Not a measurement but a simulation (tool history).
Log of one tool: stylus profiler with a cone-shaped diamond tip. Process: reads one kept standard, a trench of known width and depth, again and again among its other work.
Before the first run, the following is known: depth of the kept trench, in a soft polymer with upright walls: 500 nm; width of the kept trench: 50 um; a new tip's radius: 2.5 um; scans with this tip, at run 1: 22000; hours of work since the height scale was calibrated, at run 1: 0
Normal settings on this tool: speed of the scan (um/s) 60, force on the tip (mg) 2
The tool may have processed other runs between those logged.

run      day  speed of the scan (um/s)  force on the tip (mg)  scans with this tip  hours of work since the height scale was calibrated  depth of the trench (Å)  width of the trench's floor (um)
  1        0                        60                      2                22000                                                    0                   5034.5                             45.94
  2    5.883                        60                   1.92                23432                                                  107                   5031.8                             45.88
  3   10.683                        60                   1.92                24600                                                  195                   5030.9                             45.89
  4   14.408                        60                      2                25506                                                  263                   5030.1                             45.83
  5   19.458                        60                   3.12                26734                                                  355                   5040.5                             45.87
  6   23.196                        60                   3.12                27644                                                  423                   5039.7                             45.81
  7   26.638                        60                   3.12                28482                                                  485                   5039.1                             45.77
  8   29.204                        70                      2                29106                                                  532                   5027.1                             45.68
      34.442  -- new tip fitted, height scale calibrated
  9   35.462                        60                   3.37                  248                                                   19                   5042.2                             46.86
 10   40.788                        60                   3.37                 1545                                                  116                   5043.9                             46.83
 11   46.804                        60                   3.37                 3008                                                  225                   5042.1                             46.71
 12   52.154                        60                   3.37                 4311                                                  323                   5038.7                             46.72
 13   55.929                        60                   0.92                 5229                                                  392                   5013.4                             46.57
 14   59.404                        60                   0.92                 6075                                                  455                   5012.3                             46.47
 15   64.517                        60                      2                 7319                                                  548                   5024.1                             46.56
 16   69.442                        28                      2                 8517                                                  638                     5025                             46.57
 17   72.875                        28                      2                 9352                                                  700                   5022.6                             46.59
 18     77.5                        60                      2                10477                                                  785                   5022.1                             46.35
 19   82.254                        60                      2                11634                                                  871                   5019.8                             46.34
 20   87.429                        60                   5.83                12893                                                  966                     5052                             46.35
 21   92.721                        60                   5.83                14182                                                 1062                   5051.4                             46.32
 22   98.162                        60                   3.24                15506                                                 1161                   5028.1                             46.26
 23  102.396                        60                   3.24                16535                                                 1238                   5027.4                             46.26
 24  106.342                        60                   4.72                17496                                                 1310                   5039.2                             46.23
 25    110.4                        24                   3.96                18483                                                 1384                   5031.6                             46.26
 26  113.467                       141                   2.35                19230                                                 1440                   5015.7                             45.85
 27  118.433                       205                    4.9                20438                                                 1531                   5037.2                             45.83
 28  121.775                       205                   2.21                21251                                                 1592                   5013.5                              45.5
     124.612  -- height scale calibrated on a step standard
 29  127.371                       205                   2.21                22607                                                   50                   5034.9                             45.48
 30  133.529                        60                   2.59                24106                                                  162                   5037.5                             45.99
 31  139.679                       117                   0.88                25603                                                  275                   5016.5                             45.47
 32  143.696                        89                      2                26579                                                  348                   5027.8                             45.73
 33  148.062                        26                   1.07                27643                                                  427                     5017                              45.9
 34  150.662                       116                    4.1                28275                                                  475                   5046.4                             45.71
 35  156.362                       116                    4.1                29662                                                  579                   5046.3                             45.61
     159.288  -- new tip fitted, height scale calibrated
 36  160.925                        27                    0.7                  398                                                   30                   5014.2                             46.74
 37  165.533                        70                   0.74                 1520                                                  114                   5014.3                             46.47
 38  169.475                       220                   4.04                 2479                                                  186                   5047.6                             46.28
 39  172.983                        43                   4.04                 3332                                                  250                   5046.7                             46.71
 40  177.642                        38                      2                 4466                                                  334                   5025.1                             46.57
 41  181.571                       123                   0.67                 5422                                                  406                   5008.4                             45.96
 42  187.017                       123                   0.67                 6747                                                  505                   5009.2                             45.89
 43  192.617                       123                   0.67                 8110                                                  607                   5006.4                             45.91
 44  196.117                       123                   0.67                 8961                                                  671                   5006.9                             45.79
 45  198.754                        60                   2.99                 9603                                                  719                   5030.6                             46.42
 46  201.679                        60                   2.99                10315                                                  772                     5031                             46.44

Take each entry between the runs: how does the hidden state at the last listed run before it differ from the hidden state at the first listed run after it?
Runs 8 to 9: new tip fitted, height scale calibrated (day 34.442)
  radius of the tip, um: 4.37 -> 2.47; height scale over the true one, %: -0.095 -> -0.017
  measured value less the no-hidden-state value, depth of the trench (Å): -4.7 -> -0.9; width of the trench's floor (um): -1.06 -> +0.01
Runs 28 to 29: height scale calibrated on a step standard (day 124.612)
  radius of the tip, um: 3.79 -> 3.87; height scale over the true one, %: -0.408 -> 0.02
  measured value less the no-hidden-state value, depth of the trench (Å): -20.5 -> +1; width of the trench's floor (um): -0.77 -> -0.8
Runs 35 to 36: new tip fitted, height scale calibrated (day 159.288)
  radius of the tip, um: 4.31 -> 2.59; height scale over the true one, %: -0.112 -> -0.019
  measured value less the no-hidden-state value, depth of the trench (Å): -5.7 -> -1; width of the trench's floor (um): -1.03 -> -0.06

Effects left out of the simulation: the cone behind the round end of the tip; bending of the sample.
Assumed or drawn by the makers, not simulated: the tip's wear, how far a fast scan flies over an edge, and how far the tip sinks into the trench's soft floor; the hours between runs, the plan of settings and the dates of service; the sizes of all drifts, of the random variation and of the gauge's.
